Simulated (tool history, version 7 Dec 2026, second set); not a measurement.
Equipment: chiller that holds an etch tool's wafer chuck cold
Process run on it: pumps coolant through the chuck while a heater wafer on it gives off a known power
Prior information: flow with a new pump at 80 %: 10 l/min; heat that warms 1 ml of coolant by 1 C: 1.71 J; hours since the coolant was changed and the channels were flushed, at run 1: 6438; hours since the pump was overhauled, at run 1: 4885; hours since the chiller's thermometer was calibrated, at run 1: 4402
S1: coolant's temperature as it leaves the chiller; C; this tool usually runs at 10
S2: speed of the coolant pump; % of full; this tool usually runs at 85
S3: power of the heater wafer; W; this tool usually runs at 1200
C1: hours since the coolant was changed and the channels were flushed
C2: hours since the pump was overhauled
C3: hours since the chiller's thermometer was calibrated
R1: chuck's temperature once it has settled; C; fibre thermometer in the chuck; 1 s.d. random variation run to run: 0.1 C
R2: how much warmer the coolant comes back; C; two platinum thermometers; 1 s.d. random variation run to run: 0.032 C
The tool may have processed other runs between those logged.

run,hour,S1,S2,S3,C1,C2,C3,R1,R2
1,0,10,85,1200,6438,4885,4402,21.8,4.19
2,147.6,10,85,608,6585,5033,4550,16.2,2.12
3,218.1,10,85,1200,6656,5103,4620,21.8,4.18
4,364.3,10,85,1200,6802,5250,4767,22,4.2
5,471.9,10,85,1200,6909,5357,4874,21.7,4.18
6,608.2,10,85,1200,7046,5493,5010,22.2,4.19
7,767.4,10,85,1200,7205,5653,5170,22.1,4.22
8,871.3,10,85,1200,7309,5757,5274,22.3,4.25
9,1027.3,10,85,1200,7465,5913,5430,22.1,4.2
10,1113.3,9,85,1200,7551,5999,5516,21.1,4.21
# hour 1137.8: chiller's thermometer calibrated
11,1225.8,9,85,1200,7662,6110,88,20.5,4.19
12,1305.8,9,85,1200,7742,6190,168,20.7,4.21
13,1409.2,10,85,1200,7846,6294,271,21.9,4.2
14,1557.2,10,85,1200,7994,6441,419,21.6,4.21
15,1680.8,10,85,1200,8117,6565,543,21.8,4.29
16,1773.4,10,85,1200,8210,6658,636,21.9,4.17
17,1939.2,14,85,1200,8376,6823,801,26,4.21
18,2009.8,8,85,1344,8446,6894,872,21.3,4.73
19,2132.4,0,85,1389,8569,7017,995,13.8,4.92
20,2275.2,10,70,796,8712,7160,1137,19.5,3.4
21,2385.3,10,70,757,8822,7270,1248,18.9,3.2
22,2468.6,18,71,1325,8905,7353,1331,33.1,5.57
23,2587.3,18,71,1325,9024,7472,1450,33.3,5.59
# hour 2688: coolant changed, channels flushed
24,2712.3,11,65,1200,24,7591,1569,24.1,5.49
25,2829.5,4,85,1200,141,7708,1686,14.5,4.28
26,2973.3,12,79,822,285,7852,1830,19.7,3.13
27,3089.2,12,67,1359,401,7968,1945,26.1,6
28,3209.5,6,89,1334,521,8088,2066,17.3,4.49
29,3284.3,6,89,1334,596,8163,2141,17.5,4.58
30,3387.4,6,89,1334,699,8266,2244,17.5,4.59
31,3459.2,6,89,1334,771,8337,2315,17.6,4.55

Each row is a separate what-if for the run after 31, all from the same tool condition, not one after another. Results?
A,3543.5,10,85,1025,855,8422,2400,?,?
B,3543.5,6,89,1020,855,8422,2400,?,?
C,3543.5,6,75,1427,855,8422,2400,?,?

run,R1,R2
A,19.1,3.63
B,14.6,3.48
C,20,5.73
Stripped of hidden state, with their random variation kept, the same runs would have yielded:
run,R1,R2
A,18.2,3.38
B,13.7,3.23
C,18.7,5.33
